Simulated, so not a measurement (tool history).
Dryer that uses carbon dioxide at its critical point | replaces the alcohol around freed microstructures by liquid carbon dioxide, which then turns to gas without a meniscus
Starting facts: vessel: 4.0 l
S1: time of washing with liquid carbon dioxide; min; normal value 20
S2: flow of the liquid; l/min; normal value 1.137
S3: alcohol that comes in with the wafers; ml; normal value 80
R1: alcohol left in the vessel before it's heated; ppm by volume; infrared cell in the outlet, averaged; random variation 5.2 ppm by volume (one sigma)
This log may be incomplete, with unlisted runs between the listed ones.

{"run": 1, "hour": 0.0, "S1": 20, "S2": 1.137, "S3": 80, "R1": 187}
{"run": 2, "hour": 7.7, "S1": 20, "S2": 1.137, "S3": 80, "R1": 193}
{"run": 3, "hour": 17.5, "S1": 20, "S2": 1.137, "S3": 80, "R1": 188}
{"run": 4, "hour": 25.9, "S1": 20, "S2": 1.137, "S3": 80, "R1": 203}
{"hour": 36.4, "done": "inlet filter changed"}
{"run": 5, "hour": 43.8, "S1": 20, "S2": 1.137, "S3": 80, "R1": 119}
{"run": 6, "hour": 56.4, "S1": 20, "S2": 1.137, "S3": 80, "R1": 123}
{"run": 7, "hour": 65.7, "S1": 20, "S2": 1.137, "S3": 73, "R1": 121}
{"run": 8, "hour": 75.4, "S1": 22, "S2": 1.137, "S3": 80, "R1": 86}
{"run": 9, "hour": 85.4, "S1": 22, "S2": 1.137, "S3": 80, "R1": 91}
{"run": 10, "hour": 100.9, "S1": 20, "S2": 1.137, "S3": 110, "R1": 176}
{"run": 11, "hour": 117.8, "S1": 20, "S2": 1.137, "S3": 26, "R1": 81}
{"run": 12, "hour": 125.8, "S1": 20, "S2": 1.137, "S3": 80, "R1": 156}
{"run": 13, "hour": 133.6, "S1": 20, "S2": 1.137, "S3": 80, "R1": 160}
{"run": 14, "hour": 149.1, "S1": 20, "S2": 1.137, "S3": 45, "R1": 114}
{"run": 15, "hour": 162.3, "S1": 20, "S2": 1.137, "S3": 45, "R1": 109}
{"run": 16, "hour": 170.6, "S1": 20, "S2": 1.137, "S3": 45, "R1": 114}
{"run": 17, "hour": 187.1, "S1": 20, "S2": 1.137, "S3": 45, "R1": 114}
{"run": 18, "hour": 199.6, "S1": 20, "S2": 1.137, "S3": 80, "R1": 185}
{"run": 19, "hour": 212.8, "S1": 20, "S2": 1.137, "S3": 80, "R1": 197}
{"run": 20, "hour": 223.8, "S1": 16, "S2": 1.137, "S3": 80, "R1": 433}
{"run": 21, "hour": 236.6, "S1": 16, "S2": 1.137, "S3": 80, "R1": 419}
{"run": 22, "hour": 249.5, "S1": 16, "S2": 1.137, "S3": 80, "R1": 441}
{"run": 23, "hour": 265.7, "S1": 20, "S2": 1.137, "S3": 80, "R1": 217}
{"run": 24, "hour": 281.8, "S1": 21, "S2": 0.77, "S3": 80, "R1": 718}
{"run": 25, "hour": 290.4, "S1": 15, "S2": 1.09, "S3": 89, "R1": 734}
{"run": 26, "hour": 302.7, "S1": 15, "S2": 0.69, "S3": 80, "R1": 2243}
{"run": 27, "hour": 317.3, "S1": 15, "S2": 0.69, "S3": 80, "R1": 2339}
{"run": 28, "hour": 327.4, "S1": 20, "S2": 1.16, "S3": 80, "R1": 233}
{"run": 29, "hour": 340.3, "S1": 16, "S2": 1.49, "S3": 21, "R1": 136}
{"run": 30, "hour": 354.9, "S1": 25, "S2": 1.58, "S3": 80, "R1": 112}
{"run": 31, "hour": 368.7, "S1": 25, "S2": 1.137, "S3": 80, "R1": 165}
{"run": 32, "hour": 379.6, "S1": 25, "S2": 1.137, "S3": 80, "R1": 157}
{"run": 33, "hour": 387.0, "S1": 15, "S2": 1.19, "S3": 32, "R1": 300}
{"run": 34, "hour": 399.1, "S1": 15, "S2": 1.19, "S3": 32, "R1": 307}
{"run": 35, "hour": 411.9, "S1": 14, "S2": 1.19, "S3": 68, "R1": 604}
{"run": 36, "hour": 422.4, "S1": 14, "S2": 1.19, "S3": 68, "R1": 644}
{"run": 37, "hour": 431.2, "S1": 14, "S2": 1.19, "S3": 68, "R1": 647}
{"run": 38, "hour": 445.3, "S1": 14, "S2": 1.19, "S3": 68, "R1": 647}
{"run": 39, "hour": 452.8, "S1": 25, "S2": 0.77, "S3": 23, "R1": 254}
{"run": 40, "hour": 466.9, "S1": 25, "S2": 0.77, "S3": 23, "R1": 254}
{"hour": 471.6, "done": "inlet filter changed"}
{"run": 41, "hour": 479.6, "S1": 14, "S2": 0.78, "S3": 78, "R1": 1817}
{"run": 42, "hour": 488.7, "S1": 14, "S2": 0.78, "S3": 23, "R1": 636}
{"run": 43, "hour": 502.7, "S1": 14, "S2": 1.36, "S3": 23, "R1": 223}
{"run": 44, "hour": 519.5, "S1": 23, "S2": 1.08, "S3": 23, "R1": 165}
{"run": 45, "hour": 532.4, "S1": 31, "S2": 1.81, "S3": 82, "R1": 152}
{"run": 46, "hour": 546.6, "S1": 31, "S2": 1.81, "S3": 82, "R1": 151}

3 options for the next run, each taken on its own from the tool as it stands now. Forecast them:
{"run": "A", "hour": 562.0, "S1": 30, "S2": 0.72, "S3": 53, "R1": "?"}
{"run": "B", "hour": 562.0, "S1": 21, "S2": 1.22, "S3": 40, "R1": "?"}
{"run": "C", "hour": 562.0, "S1": 31, "S2": 1.4, "S3": 27, "R1": "?"}

run=A R1=271
run=B R1=204
run=C R1=164
With the hidden condition removed and each run's random variation left untouched, the same runs would have given:
run=A R1=95
run=B R1=36
run=C R1=3

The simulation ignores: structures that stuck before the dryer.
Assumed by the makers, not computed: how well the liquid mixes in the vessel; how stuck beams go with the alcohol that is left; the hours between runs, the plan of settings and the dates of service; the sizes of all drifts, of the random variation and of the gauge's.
